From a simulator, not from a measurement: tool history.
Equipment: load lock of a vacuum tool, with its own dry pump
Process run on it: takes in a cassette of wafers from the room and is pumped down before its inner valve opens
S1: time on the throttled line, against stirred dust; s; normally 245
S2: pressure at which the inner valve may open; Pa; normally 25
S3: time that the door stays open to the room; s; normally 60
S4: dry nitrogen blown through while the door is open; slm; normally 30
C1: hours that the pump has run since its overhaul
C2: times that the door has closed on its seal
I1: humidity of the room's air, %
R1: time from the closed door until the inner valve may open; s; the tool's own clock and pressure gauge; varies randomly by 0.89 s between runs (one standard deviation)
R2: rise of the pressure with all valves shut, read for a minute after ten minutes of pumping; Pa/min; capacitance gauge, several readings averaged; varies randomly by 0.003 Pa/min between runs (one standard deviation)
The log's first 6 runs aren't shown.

| run | hour | S1 | S2 | S3 | S4 | C1 | C2 | I1 | R1 | R2 |
|---|---|---|---|---|---|---|---|---|---|---|
| 7 | 2472 | 245 | 25 | 60 | 30 | 2763 | 9720 | 40.3 | 367.2 | 0.077 |
| 8 | 3026 | 245 | 29 | 60 | 30 | 3317 | 10445 | 47.2 | 364.9 | 0.091 |
| 9 | 3404.3 | 245 | 29 | 60 | 30 | 3695 | 10939 | 45.3 | 363.2 | 0.091 |
| 10 | 3872.2 | 245 | 29 | 60 | 30 | 4163 | 11552 | 44.5 | 364.6 | 0.1 |
| 11 | 4181.1 | 245 | 25 | 60 | 26 | 4472 | 11956 | 44.2 | 367.7 | 0.102 |
| 12 | 4598.2 | 245 | 25 | 60 | 30 | 4889 | 12502 | 44 | 368.8 | 0.107 |
| 13 | 4868.5 | 245 | 25 | 60 | 30 | 5160 | 12855 | 42.3 | 369 | 0.106 |
| 14 | 5208.7 | 245 | 25 | 90 | 30 | 5500 | 13300 | 44.1 | 368.8 | 0.118 |
| 15 | 5651.3 | 163 | 25 | 60 | 30 | 5942 | 13879 | 46.2 | 295.1 | 0.124 |
| 16 | 5955.6 | 245 | 25 | 60 | 30 | 6247 | 14277 | 43.3 | 368.7 | 0.125 |
| 17 | 6397.2 | 245 | 25 | 60 | 30 | 6688 | 14855 | 45.7 | 369.9 | 0.126 |

Forecast run 18:
| 18 | 7010.5 | 245 | 25 | 60 | 30 | 7302 | 15658 | 46.7 | ? | ? |

{"run 18": {"R1": 369.3, "R2": 0.144}}
With the hidden condition absent and the run-to-run variation left alone, this run would have shown R1 362.6 s, R2 0.023 Pa/min.

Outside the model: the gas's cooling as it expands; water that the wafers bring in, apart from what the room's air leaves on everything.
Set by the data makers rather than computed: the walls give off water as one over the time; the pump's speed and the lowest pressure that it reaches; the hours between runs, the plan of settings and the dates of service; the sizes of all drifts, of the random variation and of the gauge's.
